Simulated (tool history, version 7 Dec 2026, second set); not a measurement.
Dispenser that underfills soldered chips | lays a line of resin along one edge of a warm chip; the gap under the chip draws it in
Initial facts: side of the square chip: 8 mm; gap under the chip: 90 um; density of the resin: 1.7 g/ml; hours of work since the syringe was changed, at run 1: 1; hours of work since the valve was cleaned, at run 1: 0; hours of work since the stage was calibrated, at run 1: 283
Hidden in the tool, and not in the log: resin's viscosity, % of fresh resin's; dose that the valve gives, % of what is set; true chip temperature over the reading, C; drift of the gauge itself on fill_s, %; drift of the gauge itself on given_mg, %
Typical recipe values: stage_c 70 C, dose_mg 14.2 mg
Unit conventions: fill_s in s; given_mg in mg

run	hour	stage_c	dose_mg	hours of work since the syringe was changed	hours of work since the valve was cleaned	hours of work since the stage was calibrated	fill_s	given_mg
1	0.0	70	14.2	1	0	283	8.7	14.22
2	7.4	70	14.2	6	5	287	12.3	14.17
# hour 14.8: new syringe of resin
3	18.0	78	14.2	2	11	294	7.1	14.06
4	25.9	83	14.2	7	17	299	7.8	14.15
# hour 31.1: new syringe of resin
5	36.0	70	17.0	3	23	305	9.5	16.78
6	46.0	70	17.0	10	29	312	15.2	16.73
# hour 47.9: new syringe of resin
7	52.4	70	13.1	3	33	316	9.6	12.90
8	62.3	70	15.4	9	40	322	15.7	14.97
# hour 64.1: new syringe of resin
9	74.0	70	15.4	6	47	330	12.1	14.95
# hour 80.3: new syringe of resin
10	84.1	70	15.4	2	53	336	9.5	14.92
11	90.7	70	15.4	7	58	340	13.4	14.70
# hour 96.4: new syringe of resin
12	103.8	70	15.4	5	66	348	11.6	14.63
13	111.5	74	14.5	10	71	353	13.8	13.88
# hour 113.0: new syringe of resin
# hour 114.9: dispensing valve cleaned and set on the balance
14	122.7	57	13.0	6	5	360	21.5	12.90
# hour 130.7: new syringe of resin
15	132.8	68	12.8	1	11	366	9.2	12.72
16	140.1	68	17.5	6	16	371	13.2	17.18
# hour 147.2: new syringe of resin
17	147.5	70	15.4	0	21	375	7.8	15.06
18	155.6	70	15.4	5	26	381	11.8	15.02
19	161.7	58	14.6	9	30	384	26.2	14.19
# hour 163.4: new syringe of resin
20	170.4	66	12.9	5	35	390	13.1	12.63
# hour 179.7: new syringe of resin
21	181.4	70	13.3	1	42	397	8.8	12.92
22	193.2	83	12.4	9	50	404	8.9	11.99
# hour 195.9: new syringe of resin
23	201.1	65	15.9	3	55	409	12.2	15.00

Below are 4 alternative next runs, each starting from the tool's condition after run 23. Predict each:
A	210.0	57	14.3	9	60	415	?	?
B	210.0	61	17.4	9	60	415	?	?
C	210.0	82	12.8	9	60	415	?	?
D	210.0	81	17.3	9	60	415	?	?

run	fill_s	given_mg
A	26.4	13.65
B	21.4	16.65
C	9.6	12.25
D	8.8	16.58
Without the tool's unlogged condition, the same runs would have read:
run	fill_s	given_mg
A	14.6	14.27
B	11.8	17.41
C	5.2	12.80
D	4.7	17.33
